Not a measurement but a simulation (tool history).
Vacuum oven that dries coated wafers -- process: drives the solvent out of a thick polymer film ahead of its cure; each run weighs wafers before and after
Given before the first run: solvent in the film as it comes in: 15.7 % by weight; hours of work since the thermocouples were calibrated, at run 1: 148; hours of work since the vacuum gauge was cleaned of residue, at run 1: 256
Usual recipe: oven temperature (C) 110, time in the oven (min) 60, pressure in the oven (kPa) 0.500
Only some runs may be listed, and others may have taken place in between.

run,hour,oven temperature (C),time in the oven (min),pressure in the oven (kPa),hours of work since the thermocouples were calibrated,hours of work since the vacuum gauge was cleaned of residue,solvent left in the film (%)
1,0.0,110,60,0.500,148,256,2.02
2,12.5,110,50,0.500,157,265,2.69
3,25.2,110,50,0.500,167,274,2.72
4,39.3,110,50,0.500,177,284,2.65
5,50.0,113,60,0.500,185,292,1.63
6,58.2,110,92,0.500,190,298,0.84
7,66.1,110,92,0.500,196,303,0.79
8,82.1,110,60,0.500,208,315,2.03
9,97.1,110,60,0.500,219,326,2.00
10,110.7,110,60,0.500,229,336,2.03
11,124.2,110,60,1.732,238,346,2.30
12,132.2,110,60,1.732,244,351,2.31
13,147.2,110,60,1.732,255,362,2.31
14,161.3,110,60,1.732,265,372,2.31
15,177.4,110,60,0.500,277,384,2.00
16,189.7,110,60,0.500,286,393,1.98
17,199.9,110,60,0.500,293,400,1.99
18,208.8,110,71,0.500,300,407,1.45
19,220.9,105,71,0.500,308,416,2.06
20,236.0,105,71,1.894,319,427,2.48
21,246.8,105,71,1.894,327,434,2.48
22,255.1,110,60,0.500,333,440,2.01
23,264.2,110,60,0.500,340,447,1.99
24,281.4,110,60,0.500,352,459,1.99
25,294.4,110,60,0.500,362,469,2.00
26,309.1,115,73,0.757,372,480,0.98
27,323.7,112,60,0.405,383,490,1.75
28,337.8,124,72,0.604,393,500,0.43
29,350.8,124,72,0.397,403,510,0.37
30,358.2,118,81,0.273,408,515,0.47
31,373.7,118,81,0.273,419,526,0.48
32,390.4,125,92,0.385,431,538,0.20
33,404.8,121,34,0.775,442,549,2.77
34,412.0,111,54,0.652,447,554,2.33
35,419.5,111,54,0.652,452,560,2.31
36,427.4,101,60,0.677,458,565,3.41
37,444.2,101,60,0.677,470,577,3.46

For run 38, what comes out?
38,460.4,108,73,0.500,482,589,?

solvent left in the film (%): 1.59
The same run, on a tool lacking any hidden state, would have yielded solvent left in the film (%) 1.59.
